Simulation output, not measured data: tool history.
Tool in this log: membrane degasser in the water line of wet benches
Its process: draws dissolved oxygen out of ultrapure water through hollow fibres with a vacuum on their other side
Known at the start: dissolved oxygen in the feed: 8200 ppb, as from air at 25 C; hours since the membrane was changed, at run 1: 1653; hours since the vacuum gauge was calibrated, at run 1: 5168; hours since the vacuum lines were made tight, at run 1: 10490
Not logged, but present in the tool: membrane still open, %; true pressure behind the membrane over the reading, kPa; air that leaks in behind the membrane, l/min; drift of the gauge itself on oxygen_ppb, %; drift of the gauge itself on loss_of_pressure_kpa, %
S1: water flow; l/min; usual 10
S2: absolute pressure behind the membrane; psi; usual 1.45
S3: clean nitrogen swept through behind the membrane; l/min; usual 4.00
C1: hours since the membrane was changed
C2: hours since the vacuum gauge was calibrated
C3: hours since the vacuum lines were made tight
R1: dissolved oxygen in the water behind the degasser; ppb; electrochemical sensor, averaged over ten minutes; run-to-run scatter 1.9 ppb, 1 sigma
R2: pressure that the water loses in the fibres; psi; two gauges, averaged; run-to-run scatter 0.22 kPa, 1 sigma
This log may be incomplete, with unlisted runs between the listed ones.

run 1 day=0.000 | S1=10 S2=1.45 S3=4.00 | C1=1653 C2=5168 C3=10490 | R1=194.0 R2=7.997
run 2 day=1.833 | S1=10 S2=1.45 S3=4.00 | C1=1697 C2=5212 C3=10534 | R1=193.4 R2=8.048
run 3 day=5.717 | S1=10 S2=1.45 S3=4.00 | C1=1790 C2=5306 C3=10628 | R1=194.3 R2=8.050
run 4 day=9.162 | S1=10 S2=1.45 S3=5.15 | C1=1873 C2=5388 C3=10710 | R1=185.3 R2=8.076
run 5 day=11.075 | S1=10 S2=1.45 S3=4.00 | C1=1919 C2=5434 C3=10756 | R1=192.4 R2=8.118
run 6 day=14.258 | S1=10 S2=1.45 S3=4.00 | C1=1995 C2=5511 C3=10832 | R1=196.2 R2=8.002
run 7 day=16.646 | S1=10 S2=1.45 S3=4.90 | C1=2052 C2=5568 C3=10890 | R1=189.1 R2=8.045
run 8 day=18.800 | S1=10 S2=1.45 S3=4.00 | C1=2104 C2=5620 C3=10941 | R1=194.5 R2=8.082
run 9 day=22.138 | S1=10 S2=1.45 S3=4.00 | C1=2184 C2=5700 C3=11022 | R1=194.5 R2=7.996
run 10 day=24.800 | S1=10 S2=1.45 S3=4.00 | C1=2248 C2=5764 C3=11085 | R1=198.2 R2=8.089
run 11 day=28.238 | S1=10 S2=1.45 S3=4.00 | C1=2330 C2=5846 C3=11168 | R1=196.5 R2=8.038
-- day=29.750 vacuum gauge calibrated
run 12 day=29.979 | S1=10 S2=1.45 S3=4.00 | C1=2372 C2=5 C3=11209 | R1=195.7 R2=8.066
run 13 day=31.742 | S1=10 S2=1.54 S3=10.87 | C1=2414 C2=48 C3=11252 | R1=167.9 R2=8.037
run 14 day=33.342 | S1=11 S2=1.90 S3=4.00 | C1=2453 C2=86 C3=11290 | R1=266.8 R2=8.934
run 15 day=35.454 | S1=10 S2=2.42 S3=4.00 | C1=2503 C2=137 C3=11341 | R1=237.2 R2=8.086
run 16 day=38.283 | S1=10 S2=2.42 S3=4.00 | C1=2571 C2=205 C3=11409 | R1=236.3 R2=8.063
run 17 day=40.600 | S1=15 S2=2.23 S3=5.51 | C1=2627 C2=260 C3=11464 | R1=510.9 R2=12.100
run 18 day=43.446 | S1=10 S2=1.52 S3=10.28 | C1=2695 C2=329 C3=11532 | R1=171.4 R2=8.063
run 19 day=46.167 | S1=10 S2=1.52 S3=10.28 | C1=2760 C2=394 C3=11598 | R1=174.2 R2=8.073
run 20 day=48.404 | S1=10 S2=1.52 S3=10.28 | C1=2814 C2=448 C3=11651 | R1=171.2 R2=8.039
run 21 day=50.354 | S1=15 S2=1.17 S3=7.23 | C1=2861 C2=495 C3=11698 | R1=454.1 R2=12.073
run 22 day=53.725 | S1=7 S2=2.19 S3=2.55 | C1=2942 C2=575 C3=11779 | R1=133.2 R2=5.622
run 23 day=55.942 | S1=9 S2=2.19 S3=10.89 | C1=2995 C2=629 C3=11832 | R1=140.8 R2=7.294
run 24 day=59.625 | S1=10 S2=1.45 S3=6.65 | C1=3083 C2=717 C3=11921 | R1=180.8 R2=8.109

Consider 3 possible next runs. They are alternatives, not a sequence: every one starts from the tool as it was left by run 24. What does each give?
run A day=61.988 | S1=10 S2=1.61 S3=4.29 | C1=3140 C2=774 C3=11977 | R1=? R2=?
run B day=61.988 | S1=11 S2=1.45 S3=8.24 | C1=3140 C2=774 C3=11977 | R1=? R2=?
run C day=61.988 | S1=10 S2=2.36 S3=4.00 | C1=3140 C2=774 C3=11977 | R1=? R2=?

run=A R1=198.4 R2=8.124
run=B R1=228.9 R2=8.860
run=C R1=233.1 R2=8.086
Take away the tool's hidden state, keep each run's random variation, and the runs would have read:
run=A R1=185.0 R2=7.977
run=B R1=214.1 R2=8.699
run=C R1=218.0 R2=7.939
